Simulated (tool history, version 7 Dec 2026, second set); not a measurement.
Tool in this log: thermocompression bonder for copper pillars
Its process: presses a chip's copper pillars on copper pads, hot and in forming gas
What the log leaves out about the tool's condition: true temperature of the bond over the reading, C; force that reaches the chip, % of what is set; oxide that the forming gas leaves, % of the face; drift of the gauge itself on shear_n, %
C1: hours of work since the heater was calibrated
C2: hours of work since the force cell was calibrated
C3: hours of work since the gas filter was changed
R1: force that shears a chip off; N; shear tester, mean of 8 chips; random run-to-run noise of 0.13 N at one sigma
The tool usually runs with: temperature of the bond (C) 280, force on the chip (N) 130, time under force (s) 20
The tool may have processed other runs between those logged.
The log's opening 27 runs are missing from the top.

Run 28, hour 1202.9: usual settings but temperature of the bond (C) 278, force on the chip (N) 162, time under force (s) 31; C1 513; C2 1319; C3 228. Result: R1 92.6 N.
Run 29, hour 1231.1: usual settings but temperature of the bond (C) 278, force on the chip (N) 162, time under force (s) 31; C1 527; C2 1333; C3 242. Result: R1 92.7 N.
Run 30, hour 1264: usual settings but temperature of the bond (C) 308, force on the chip (N) 101, time under force (s) 34; C1 544; C2 1350; C3 259. Result: R1 96.7 N.
Run 31, hour 1290.6: usual settings but force on the chip (N) 132; C1 557; C2 1363; C3 272. Result: R1 74.3 N.
Run 32, hour 1338.8: usual settings but temperature of the bond (C) 281, force on the chip (N) 139; C1 582; C2 1388; C3 297. Result: R1 77.1 N.
At hour 1375.4: gauge calibrated.
Run 33, hour 1380.2: usual settings but temperature of the bond (C) 271, force on the chip (N) 87, time under force (s) 52; C1 603; C2 1408; C3 318. Result: R1 81.2 N.
Run 34, hour 1422.5: usual settings but temperature of the bond (C) 271, force on the chip (N) 87, time under force (s) 52; C1 624; C2 1430; C3 339. Result: R1 80.9 N.
Run 35, hour 1459.8: usual settings but temperature of the bond (C) 256, force on the chip (N) 147, time under force (s) 22; C1 643; C2 1448; C3 358. Result: R1 66.3 N.
Run 36, hour 1491.6: usual settings but temperature of the bond (C) 256, force on the chip (N) 147, time under force (s) 22; C1 659; C2 1465; C3 374. Result: R1 66.3 N.
Run 37, hour 1522.4: usual settings but temperature of the bond (C) 256, force on the chip (N) 147, time under force (s) 22; C1 674; C2 1480; C3 389. Result: R1 66.3 N.
At hour 1536.2: forming gas filter changed.
Run 38, hour 1558.1: usual settings but temperature of the bond (C) 256, force on the chip (N) 147, time under force (s) 22; C1 692; C2 1498; C3 11. Result: R1 66.5 N.

Consider 3 possible next runs. They are alternatives, not a sequence: every one starts from the tool as it was left by run 38. What does each give?
Run A, hour 1610: usual settings but temperature of the bond (C) 265; C1 718; C2 1524; C3 37. Result: R1 ?.
Run B, hour 1610: usual settings but temperature of the bond (C) 256, force on the chip (N) 185, time under force (s) 22; C1 718; C2 1524; C3 37. Result: R1 ?.
Run C, hour 1610: usual settings but temperature of the bond (C) 279, force on the chip (N) 182, time under force (s) 12; C1 718; C2 1524; C3 37. Result: R1 ?.

run    R1
  A  65.6
  B    74
  C  72.6
The same runs, with their run-to-run variation unchanged, on a tool lacking any hidden condition would have given:
run    R1
  A  65.9
  B  74.2
  C  72.8

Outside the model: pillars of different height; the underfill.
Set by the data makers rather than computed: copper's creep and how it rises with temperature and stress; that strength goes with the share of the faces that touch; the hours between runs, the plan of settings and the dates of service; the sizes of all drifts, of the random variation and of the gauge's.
